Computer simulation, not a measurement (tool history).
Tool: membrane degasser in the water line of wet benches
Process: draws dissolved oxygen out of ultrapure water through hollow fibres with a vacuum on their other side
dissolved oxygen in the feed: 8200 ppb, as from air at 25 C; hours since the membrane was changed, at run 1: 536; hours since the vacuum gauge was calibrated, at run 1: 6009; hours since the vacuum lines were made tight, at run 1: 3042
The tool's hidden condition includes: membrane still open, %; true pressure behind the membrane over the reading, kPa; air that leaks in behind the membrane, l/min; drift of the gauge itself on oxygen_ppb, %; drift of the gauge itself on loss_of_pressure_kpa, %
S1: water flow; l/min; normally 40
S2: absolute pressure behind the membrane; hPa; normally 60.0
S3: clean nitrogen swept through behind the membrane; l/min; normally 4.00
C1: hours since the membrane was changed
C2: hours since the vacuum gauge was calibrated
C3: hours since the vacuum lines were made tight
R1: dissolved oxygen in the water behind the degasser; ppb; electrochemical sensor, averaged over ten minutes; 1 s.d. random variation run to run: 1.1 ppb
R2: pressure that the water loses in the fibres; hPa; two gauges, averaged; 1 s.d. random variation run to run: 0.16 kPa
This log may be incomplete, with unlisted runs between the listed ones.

run    hour  S1     S2    S3    C1    C2    C3     R1     R2
  1     0.0  40   60.0  4.00   536  6009  3042  118.2  297.3
  2    83.7  49   60.0  4.00   620  6093  3126  186.4  361.2
  3   128.7  40  117.9  4.00   665  6138  3171  247.1  296.3
  4   209.1  40   60.0  4.00   745  6218  3251  114.2  294.3
  5   295.9  40   60.0  4.00   832  6305  3338  115.4  298.0
  6   377.0  40   60.0  4.00   913  6386  3419  117.7  296.2
  7   458.6  40   60.0  4.00   995  6467  3501  116.3  295.6
  8   535.7  40   60.0  4.00  1072  6544  3578  115.9  296.0
  9   612.5  40   76.4  4.00  1148  6621  3655  154.4  291.5
 10   660.5  40   76.4  4.00  1196  6669  3703  152.6  298.1
 11   720.1  40   76.4  4.00  1256  6729  3762  155.1  294.8
 12   819.3  40   44.0  4.00  1355  6828  3862   81.1  295.6
 13   891.4  40   44.0  4.00  1427  6900  3934   80.6  295.6
 14   989.2  28  126.3  3.64  1525  6998  4032  188.6  207.5
 15  1056.3  28  126.3  3.64  1592  7065  4099  182.7  208.9

Run 16, settings as shown, results not yet in. Your forecast:
 16  1103.1  58  60.0  1.85  1639  7112  4145   ?   ?

R1: 379.5 ppb
R2: 428.5 hPa
Take away the tool's hidden state, keep the run-to-run variation as it was, and the same run would have given R1 347.6 ppb, R2 425.0 hPa.
